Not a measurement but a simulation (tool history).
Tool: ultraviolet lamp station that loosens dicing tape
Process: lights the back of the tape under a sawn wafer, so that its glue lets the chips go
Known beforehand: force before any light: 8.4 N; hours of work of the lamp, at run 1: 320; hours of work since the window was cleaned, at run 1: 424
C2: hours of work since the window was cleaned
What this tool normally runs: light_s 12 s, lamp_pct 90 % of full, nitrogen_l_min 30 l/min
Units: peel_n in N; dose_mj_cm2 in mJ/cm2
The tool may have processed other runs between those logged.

run 1 hour=0 | light_s=12 lamp_pct=90 nitrogen_l_min=30 | hours_of_work_of_the_lamp=320 C2=424 | peel_n=0.373 dose_mj_cm2=480
run 2 hour=12.2 | light_s=12 lamp_pct=90 nitrogen_l_min=30 | hours_of_work_of_the_lamp=327 C2=431 | peel_n=0.376 dose_mj_cm2=480
run 3 hour=26.5 | light_s=12 lamp_pct=90 nitrogen_l_min=30 | hours_of_work_of_the_lamp=335 C2=439 | peel_n=0.384 dose_mj_cm2=479
run 4 hour=36.5 | light_s=12 lamp_pct=90 nitrogen_l_min=30 | hours_of_work_of_the_lamp=341 C2=445 | peel_n=0.364 dose_mj_cm2=479
run 5 hour=44.1 | light_s=12 lamp_pct=90 nitrogen_l_min=30 | hours_of_work_of_the_lamp=345 C2=449 | peel_n=0.389 dose_mj_cm2=474
run 6 hour=59.8 | light_s=12 lamp_pct=90 nitrogen_l_min=38 | hours_of_work_of_the_lamp=355 C2=458 | peel_n=0.346 dose_mj_cm2=467
run 7 hour=72.7 | light_s=12 lamp_pct=62 nitrogen_l_min=30 | hours_of_work_of_the_lamp=362 C2=466 | peel_n=0.776 dose_mj_cm2=327
run 8 hour=87.8 | light_s=12 lamp_pct=63 nitrogen_l_min=30 | hours_of_work_of_the_lamp=371 C2=475 | peel_n=0.757 dose_mj_cm2=332
-- hour=91.8 window cleaned of glue's vapour
run 9 hour=95.4 | light_s=7 lamp_pct=73 nitrogen_l_min=15 | hours_of_work_of_the_lamp=375 C2=2 | peel_n=1.909 dose_mj_cm2=237
run 10 hour=110 | light_s=7 lamp_pct=73 nitrogen_l_min=15 | hours_of_work_of_the_lamp=384 C2=11 | peel_n=1.979 dose_mj_cm2=239
run 11 hour=124.7 | light_s=24 lamp_pct=90 nitrogen_l_min=12 | hours_of_work_of_the_lamp=392 C2=19 | peel_n=0.242 dose_mj_cm2=1005
run 12 hour=138.4 | light_s=22 lamp_pct=90 nitrogen_l_min=13 | hours_of_work_of_the_lamp=400 C2=27 | peel_n=0.242 dose_mj_cm2=921
run 13 hour=149.7 | light_s=9 lamp_pct=90 nitrogen_l_min=56 | hours_of_work_of_the_lamp=407 C2=34 | peel_n=0.444 dose_mj_cm2=372
run 14 hour=156.7 | light_s=9 lamp_pct=64 nitrogen_l_min=10 | hours_of_work_of_the_lamp=411 C2=38 | peel_n=2.103 dose_mj_cm2=264

3 ways to go on from here, each from the tool as it stands after run 14. What would each give?
run A hour=172.1 | light_s=9 lamp_pct=64 nitrogen_l_min=24 | hours_of_work_of_the_lamp=420 C2=47 | peel_n=? dose_mj_cm2=?
run B hour=172.1 | light_s=12 lamp_pct=73 nitrogen_l_min=17 | hours_of_work_of_the_lamp=420 C2=47 | peel_n=? dose_mj_cm2=?
run C hour=172.1 | light_s=11 lamp_pct=78 nitrogen_l_min=10 | hours_of_work_of_the_lamp=420 C2=47 | peel_n=? dose_mj_cm2=?

run=A peel_n=1.304 dose_mj_cm2=264
run=B peel_n=0.755 dose_mj_cm2=395
run=C peel_n=1.126 dose_mj_cm2=390
Without the tool's unlogged condition, the same runs would have read:
run=A peel_n=1.008 dose_mj_cm2=306
run=B peel_n=0.568 dose_mj_cm2=457
run=C peel_n=0.86 dose_mj_cm2=452
